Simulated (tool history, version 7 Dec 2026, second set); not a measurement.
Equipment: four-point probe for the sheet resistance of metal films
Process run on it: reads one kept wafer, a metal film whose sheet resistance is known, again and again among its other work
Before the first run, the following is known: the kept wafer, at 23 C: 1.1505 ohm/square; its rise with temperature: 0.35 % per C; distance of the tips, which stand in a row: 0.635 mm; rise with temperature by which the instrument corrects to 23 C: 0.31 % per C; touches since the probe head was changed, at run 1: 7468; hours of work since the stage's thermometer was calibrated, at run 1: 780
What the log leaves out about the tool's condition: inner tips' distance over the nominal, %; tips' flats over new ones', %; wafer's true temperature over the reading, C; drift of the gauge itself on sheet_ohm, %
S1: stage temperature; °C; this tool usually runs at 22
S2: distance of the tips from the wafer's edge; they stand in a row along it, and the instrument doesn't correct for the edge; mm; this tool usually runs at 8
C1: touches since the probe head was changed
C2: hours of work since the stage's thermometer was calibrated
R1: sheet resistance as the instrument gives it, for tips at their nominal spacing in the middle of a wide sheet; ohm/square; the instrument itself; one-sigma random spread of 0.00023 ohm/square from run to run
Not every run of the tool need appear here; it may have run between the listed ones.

{"run": 1, "day": 0.0, "S1": 22, "S2": 8, "C1": 7468, "C2": 780, "R1": 1.154823}
{"run": 2, "day": 3.65, "S1": 22, "S2": 8, "C1": 9210, "C2": 816, "R1": 1.154477}
{"run": 3, "day": 7.079, "S1": 22, "S2": 8, "C1": 10845, "C2": 850, "R1": 1.154524}
{"run": 4, "day": 10.008, "S1": 22, "S2": 8, "C1": 12242, "C2": 878, "R1": 1.154265}
{"run": 5, "day": 13.838, "S1": 22, "S2": 8, "C1": 14069, "C2": 916, "R1": 1.154272}
{"run": 6, "day": 16.542, "S1": 22, "S2": 68, "C1": 15358, "C2": 942, "R1": 1.150528}
{"run": 7, "day": 20.608, "S1": 22, "S2": 8, "C1": 17300, "C2": 982, "R1": 1.154297}
{"day": 20.829, "done": "stage's thermometer calibrated"}
{"run": 8, "day": 22.462, "S1": 22, "S2": 3, "C1": 18173, "C2": 16, "R1": 1.176462}
{"run": 9, "day": 26.175, "S1": 22, "S2": 3, "C1": 19944, "C2": 52, "R1": 1.176041}
{"run": 10, "day": 30.312, "S1": 22, "S2": 3, "C1": 21918, "C2": 93, "R1": 1.176585}
{"run": 11, "day": 33.112, "S1": 21, "S2": 4, "C1": 23255, "C2": 120, "R1": 1.164171}
{"run": 12, "day": 36.012, "S1": 24, "S2": 34, "C1": 24639, "C2": 148, "R1": 1.149923}
{"run": 13, "day": 39.208, "S1": 31, "S2": 21, "C1": 26163, "C2": 180, "R1": 1.153174}
{"day": 41.6, "done": "stage's thermometer calibrated, once more"}
{"run": 14, "day": 41.671, "S1": 19, "S2": 12, "C1": 27327, "C2": 1, "R1": 1.153443}
{"run": 15, "day": 45.888, "S1": 26, "S2": 38, "C1": 29340, "C2": 42, "R1": 1.154566}
{"run": 16, "day": 47.867, "S1": 29, "S2": 21, "C1": 30282, "C2": 61, "R1": 1.155463}
{"run": 17, "day": 50.05, "S1": 27, "S2": 8, "C1": 31324, "C2": 83, "R1": 1.158471}
{"run": 18, "day": 52.246, "S1": 27, "S2": 8, "C1": 32372, "C2": 104, "R1": 1.158331}
{"run": 19, "day": 54.567, "S1": 32, "S2": 8, "C1": 33478, "C2": 127, "R1": 1.160432}

Results for each run, recomputed without the tool's hidden state and with each run's random variation untouched:
run=1 R1=1.154432
run=2 R1=1.154077
run=3 R1=1.154122
run=4 R1=1.153861
run=5 R1=1.153858
run=6 R1=1.150106
run=7 R1=1.153860
run=8 R1=1.177268
run=9 R1=1.176839
run=10 R1=1.177368
run=11 R1=1.164943
run=12 R1=1.150634
run=13 R1=1.153802
run=14 R1=1.150848
run=15 R1=1.151954
run=16 R1=1.152842
run=17 R1=1.155843
run=18 R1=1.155693
run=19 R1=1.157775

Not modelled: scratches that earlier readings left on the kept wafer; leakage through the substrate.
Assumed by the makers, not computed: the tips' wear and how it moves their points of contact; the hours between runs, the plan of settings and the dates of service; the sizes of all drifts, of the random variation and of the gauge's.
